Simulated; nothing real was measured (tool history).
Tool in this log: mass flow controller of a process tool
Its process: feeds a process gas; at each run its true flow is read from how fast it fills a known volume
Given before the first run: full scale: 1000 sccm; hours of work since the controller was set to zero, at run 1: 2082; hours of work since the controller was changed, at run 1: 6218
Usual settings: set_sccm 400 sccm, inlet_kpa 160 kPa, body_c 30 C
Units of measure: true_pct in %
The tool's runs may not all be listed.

run,hour,set_sccm,inlet_kpa,body_c,hours of work since the controller was set to zero,hours of work since the controller was changed,true_pct
1,0,400,160,30,2082,6218,99.3
2,222,134,160,30,2217,6353,99.66
3,476.2,134,160,30,2371,6507,99.66
4,805.7,134,160,30,2571,6707,99.85
5,1087.8,134,207,30,2742,6878,100.23
# hour 1117.2: controller's zero set anew
6,1295.3,400,229,35,108,7003,99.87

Run 7, settings as shown, results not yet in. Your forecast:
7,1546,236,143,26,260,7155,?

{"run 7": {"true_pct": 100.49}}
With no hidden state in the tool, this same run would have given true_pct 97.59 %.
